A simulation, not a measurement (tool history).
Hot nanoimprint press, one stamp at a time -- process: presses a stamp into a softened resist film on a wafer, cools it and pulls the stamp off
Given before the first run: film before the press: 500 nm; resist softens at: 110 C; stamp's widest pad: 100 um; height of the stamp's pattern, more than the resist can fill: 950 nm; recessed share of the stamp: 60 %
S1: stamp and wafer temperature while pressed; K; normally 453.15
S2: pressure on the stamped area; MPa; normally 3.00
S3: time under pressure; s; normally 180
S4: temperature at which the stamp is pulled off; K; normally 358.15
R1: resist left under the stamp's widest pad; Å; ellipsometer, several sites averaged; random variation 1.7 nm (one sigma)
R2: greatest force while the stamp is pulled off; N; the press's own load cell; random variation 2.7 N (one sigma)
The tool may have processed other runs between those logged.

run     day      S1    S2   S3      S4    R1   R2
  1   0.000  453.15  3.00  180  358.15  2693  125
  2   0.762  453.15  3.00  180  358.15  2713  123
  3   1.633  453.15  3.00  180  358.15  2693  123
  4   1.992  446.15  3.00  180  358.15  3339  127
  5   2.575  446.15  3.00  180  358.15  3342  131
  6   3.367  446.15  3.00  180  358.15  3349  126
  7   3.975  450.15  3.00  180  358.15  2960  127
  8   4.396  462.15  3.00  180  358.15  2011  127
  9   4.867  453.15  3.00  180  358.15  2694  126
 10   5.512  453.15  3.00  180  365.15  2702  114
 11   5.975  453.15  3.00  243  358.15  2442  128
 12   6.862  453.15  3.00  180  353.15  2704  139
 13   7.483  453.15  3.00  180  353.15  2697  140
 14   8.104  453.15  3.00  180  353.15  2698  141
 15   8.867  453.15  3.00  180  353.15  2688  140
 16   9.246  448.15  3.00  130  353.15  3415  143
 17   9.954  445.15  2.82  165  365.15  3579  114
 18  10.771  451.15  1.94  147  365.15  3623  113
 19  11.333  453.15  4.37  180  354.15  2204  137
 20  12.112  453.15  2.65  342  345.15  2339  158
 21  12.492  464.15  1.89  106  366.15  2869  107
 22  12.892  450.15  3.00  259  361.15  2659  123
 23  13.292  458.15  3.00  180  358.15  2301  125
 24  13.954  453.15  3.00  138  361.15  2946  117
 25  14.771  451.15  3.93  219  350.15  2366  146
 26  15.400  444.15  4.73  252  364.15  2665  113
 27  16.371  461.15  3.93  323  352.15  1450  140
 28  17.196  453.15  2.72  109  363.15  3263  115
 29  17.858  453.15  2.18  192  343.15  3110  166
 30  18.250  453.15  3.00  106  358.15  3125  127

Between the runs listed above, the log contained 2 entries, not reproduced here. Where in the sequence does each belong, and how does what the log doesn't record of the tool's condition differ from the listed run before to the listed run after?
Run 17 -> run 18: stamp cleaned and given a new release coat (day 10.250)
  grip of the stamp's worn release coat, % over a new coat's: 1.3 -> 0
Run 26 -> run 27: plate thermocouple calibrated (day 16.308)
  true temperature over the reading, C: 0.06 -> 0.01; grip of the stamp's worn release coat, % over a new coat's: 0.4 -> 0.5
